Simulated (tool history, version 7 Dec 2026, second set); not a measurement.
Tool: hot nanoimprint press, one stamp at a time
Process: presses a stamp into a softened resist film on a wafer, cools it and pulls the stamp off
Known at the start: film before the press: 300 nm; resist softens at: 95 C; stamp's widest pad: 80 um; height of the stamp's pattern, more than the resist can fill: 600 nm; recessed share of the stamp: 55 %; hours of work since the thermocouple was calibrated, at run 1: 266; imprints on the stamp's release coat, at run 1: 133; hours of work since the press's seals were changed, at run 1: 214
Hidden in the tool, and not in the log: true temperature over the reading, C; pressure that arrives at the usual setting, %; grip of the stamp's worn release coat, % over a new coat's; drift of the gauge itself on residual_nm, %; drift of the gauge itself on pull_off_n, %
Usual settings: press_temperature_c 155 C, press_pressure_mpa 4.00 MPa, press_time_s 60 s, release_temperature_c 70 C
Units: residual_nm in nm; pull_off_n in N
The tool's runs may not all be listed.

run,day,press_temperature_c,press_pressure_mpa,press_time_s,release_temperature_c,hours of work since the thermocouple was calibrated,imprints on the stamp's release coat,hours of work since the press's seals were changed,residual_nm,pull_off_n
1,0.000,155,4.00,60,70,266,133,214,152.6,121.1
2,0.350,155,4.00,49,70,272,182,221,164.7,122.4
3,0.792,155,4.00,49,70,280,243,229,163.6,124.4
4,1.238,155,4.00,49,70,288,305,237,164.7,125.4
5,1.946,155,4.00,49,76,301,404,250,164.1,111.0
6,2.621,155,4.00,49,76,314,498,262,164.6,114.8
# day 3.238: stamp cleaned and given a new release coat
7,3.371,155,4.00,49,76,323,19,272,164.4,104.6
8,3.804,155,4.00,49,76,331,79,279,165.1,105.9
9,4.325,155,4.00,49,76,340,152,289,164.5,108.6
10,5.038,167,4.00,60,70,353,251,302,96.4,123.9
11,5.342,167,4.76,60,70,359,293,308,88.4,125.7
12,5.746,155,4.00,60,73,366,349,315,155.4,117.8
13,6.433,144,4.00,60,70,379,445,328,223.7,129.3
14,6.925,155,4.00,60,72,388,513,337,154.9,125.0
# day 7.438: stamp cleaned and given a new release coat
15,7.771,155,4.00,60,72,399,47,348,154.4,115.3
16,8.129,155,5.17,60,67,405,97,354,138.2,128.9
17,8.421,160,5.09,87,71,411,138,359,97.3,120.8
18,9.042,161,4.00,41,77,422,224,371,141.8,106.2
# day 9.208: plate thermocouple calibrated
19,9.762,161,4.18,112,59,10,307,382,93.1,154.9
20,10.375,147,4.21,60,70,21,392,393,203.7,127.4
21,10.746,147,4.21,60,70,28,444,400,203.8,127.8
22,11.088,152,4.21,60,70,34,491,406,171.8,128.4
# day 11.754: stamp cleaned and given a new release coat
# day 11.942: plate thermocouple calibrated, once more
23,12.062,152,4.21,60,70,2,26,417,162.2,116.9
24,12.762,155,4.00,39,70,15,123,430,172.1,118.7
25,13.312,155,4.06,60,55,25,200,440,146.0,156.3
26,13.671,155,4.06,60,55,32,249,446,146.8,156.7
27,14.367,151,5.94,101,62,44,347,459,121.0,145.0
28,14.975,148,4.00,60,75,56,431,470,190.9,112.4
29,15.604,148,4.17,65,75,67,519,482,184.1,114.9

4 ways to go on from here, each from the tool as it stands after run 29. What would each give?
# day 16.104: stamp cleaned and given a new release coat
A,16.188,151,4.52,60,70,73,12,488,?,?
# day 16.104: stamp cleaned and given a new release coat
B,16.188,148,3.23,105,67,73,12,488,?,?
# day 16.104: stamp cleaned and given a new release coat
C,16.188,149,3.17,60,75,73,12,488,?,?
# day 16.104: stamp cleaned and given a new release coat
D,16.188,159,4.17,65,74,73,12,488,?,?

run,residual_nm,pull_off_n
A,165.7,116.2
B,173.9,124.2
C,199.3,103.9
D,120.8,106.8
Without the tool's hidden state the same runs would have given:
run,residual_nm,pull_off_n
A,165.2,115.9
B,173.5,123.9
C,198.9,103.6
D,120.4,106.5

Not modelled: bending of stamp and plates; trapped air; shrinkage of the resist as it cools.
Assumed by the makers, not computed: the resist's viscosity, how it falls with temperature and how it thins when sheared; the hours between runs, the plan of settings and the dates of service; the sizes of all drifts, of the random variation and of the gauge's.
